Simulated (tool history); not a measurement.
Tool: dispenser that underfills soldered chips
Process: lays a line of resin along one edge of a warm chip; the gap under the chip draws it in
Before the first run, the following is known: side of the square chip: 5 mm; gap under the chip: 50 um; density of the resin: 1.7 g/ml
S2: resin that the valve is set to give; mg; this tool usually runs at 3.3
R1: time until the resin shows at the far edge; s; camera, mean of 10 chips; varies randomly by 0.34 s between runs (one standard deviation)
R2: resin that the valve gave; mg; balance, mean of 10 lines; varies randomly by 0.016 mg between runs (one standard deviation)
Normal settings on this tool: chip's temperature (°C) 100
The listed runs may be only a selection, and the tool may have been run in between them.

Run 1, hour 0: usual settings. Result: R1 17.6 s, R2 3.26 mg.
Run 2, hour 6.6: usual settings but chip's temperature (°C) 94. Result: R1 26.2 s, R2 3.26 mg.
Run 3, hour 11.6: usual settings but chip's temperature (°C) 98. Result: R1 25.9 s, R2 3.23 mg.
At hour 15.5: new syringe of resin.
Run 4, hour 20.1: usual settings but chip's temperature (°C) 98. Result: R1 20.5 s, R2 3.23 mg.
Run 5, hour 24.3: usual settings but chip's temperature (°C) 98. Result: R1 23.5 s, R2 3.24 mg.
At hour 31.9: new syringe of resin.
At hour 33.4: dispensing valve cleaned and set on the balance.
Run 6, hour 35.1: usual settings but chip's temperature (°C) 98. Result: R1 19.6 s, R2 3.26 mg.
Run 7, hour 40.1: usual settings but chip's temperature (°C) 98. Result: R1 22.8 s, R2 3.3 mg.
Run 8, hour 46.4: usual settings but S2 2.88 mg. Result: R1 26 s, R2 2.85 mg.
At hour 49.3: new syringe of resin.
Run 9, hour 51: usual settings but S2 2.88 mg. Result: R1 19.1 s, R2 2.87 mg.
Run 10, hour 55.7: usual settings but S2 2.88 mg. Result: R1 21.2 s, R2 2.83 mg.
Run 11, hour 60.5: usual settings but chip's temperature (°C) 94, S2 3.68 mg. Result: R1 28.1 s, R2 3.62 mg.
At hour 65.2: new syringe of resin.
Run 12, hour 69.1: usual settings but chip's temperature (°C) 113, S2 3.6 mg. Result: R1 11.6 s, R2 3.54 mg.
Run 13, hour 77.9: usual settings but chip's temperature (°C) 113, S2 3.6 mg. Result: R1 15.3 s, R2 3.52 mg.
At hour 81.4: new syringe of resin.
Run 14, hour 82.2: usual settings but chip's temperature (°C) 113, S2 3.6 mg. Result: R1 12 s, R2 3.53 mg.
Run 15, hour 88.6: usual settings but chip's temperature (°C) 105, S2 3.17 mg. Result: R1 18.2 s, R2 3.1 mg.
Run 16, hour 96.9: usual settings but chip's temperature (°C) 105, S2 3.17 mg. Result: R1 22.1 s, R2 3.06 mg.
At hour 97.7: new syringe of resin.
Run 17, hour 103.6: usual settings but chip's temperature (°C) 105, S2 3.17 mg. Result: R1 18.4 s, R2 3.05 mg.
Run 18, hour 108.4: usual settings but chip's temperature (°C) 92, S2 2.91 mg. Result: R1 33 s, R2 2.8 mg.
At hour 110.7: dispensing valve cleaned and set on the balance.
At hour 114.9: new syringe of resin.
Run 19, hour 115.5: usual settings but chip's temperature (°C) 92, S2 2.91 mg. Result: R1 24.2 s, R2 2.91 mg.

Estimate the outcome of run 20 from the log above:
Run 20, hour 124.8: usual settings but chip's temperature (°C) 102, S2 3.18 mg. Result: R1 ?, R2 ?.

R1: 21.4 s
R2: 3.16 mg
Had the tool carried no hidden state, the very same run would have given R1 15.4 s, R2 3.18 mg.

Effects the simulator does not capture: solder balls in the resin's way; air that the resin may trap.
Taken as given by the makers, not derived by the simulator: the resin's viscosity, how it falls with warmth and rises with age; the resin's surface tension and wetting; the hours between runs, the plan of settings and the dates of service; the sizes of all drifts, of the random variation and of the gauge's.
